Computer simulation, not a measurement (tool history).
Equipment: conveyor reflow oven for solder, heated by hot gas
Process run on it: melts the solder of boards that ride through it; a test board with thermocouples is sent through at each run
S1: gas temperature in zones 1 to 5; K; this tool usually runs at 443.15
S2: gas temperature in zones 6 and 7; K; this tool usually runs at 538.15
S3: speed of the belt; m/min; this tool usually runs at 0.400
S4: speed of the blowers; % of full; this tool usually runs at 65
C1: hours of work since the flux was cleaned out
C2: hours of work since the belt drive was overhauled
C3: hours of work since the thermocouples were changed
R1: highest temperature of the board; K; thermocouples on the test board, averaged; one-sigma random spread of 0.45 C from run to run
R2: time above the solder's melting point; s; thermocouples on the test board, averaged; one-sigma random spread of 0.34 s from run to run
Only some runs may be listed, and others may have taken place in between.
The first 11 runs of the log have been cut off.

run,hour,S1,S2,S3,S4,C1,C2,C3,R1,R2
12,402.6,443.15,544.15,0.400,65,118,314,540,529.35,92.6
13,437.3,443.15,544.15,0.400,65,132,329,554,529.85,93.1
14,484.7,443.15,544.15,0.400,65,152,349,574,529.25,92.8
15,516.0,443.15,544.15,0.400,65,165,362,587,529.15,92.7
16,557.8,443.15,544.15,0.400,65,183,379,605,528.75,92.3
17,580.8,453.15,538.15,0.400,87,192,389,614,529.45,99.3
18,610.2,443.15,541.15,0.468,62,205,401,627,520.35,68.4
19,645.7,443.15,541.15,0.468,62,220,416,642,520.55,68.7
20,694.7,458.15,536.15,0.459,65,240,437,662,520.55,79.0
21,723.8,431.15,536.15,0.421,65,252,449,674,519.95,70.0
22,746.6,449.15,536.15,0.421,69,262,459,684,523.15,84.4
23,783.7,434.15,543.15,0.472,87,278,474,699,526.65,71.0
24,813.2,434.15,550.15,0.472,87,290,487,712,532.05,77.9
25,853.1,430.15,527.15,0.400,65,307,503,728,511.85,64.4
26,897.7,449.15,545.15,0.400,65,325,522,747,531.45,98.3
27,930.1,453.15,552.15,0.400,53,339,536,761,535.45,102.7
28,975.0,453.15,530.15,0.400,54,358,554,780,516.25,82.3
29,1019.6,453.15,530.15,0.365,55,376,573,798,518.85,95.8
30,1063.8,453.15,530.15,0.409,55,395,592,817,515.95,79.8
31,1085.0,436.15,538.15,0.392,73,404,600,826,525.25,87.9

Each row is a separate what-if for the run after 31, all from the same tool condition, not one after another. Results?
A,1117.9,436.15,538.15,0.339,72,418,614,839,?,?
B,1117.9,442.15,543.15,0.400,74,418,614,839,?,?
C,1117.9,436.15,538.15,0.478,73,418,614,839,?,?

run,R1,R2
A,528.75,108.4
B,530.45,93.8
C,519.25,63.0
Had the tool no hidden state, the same runs would have come out as:
run,R1,R2
A,528.95,108.4
B,530.55,93.8
C,519.35,63.1
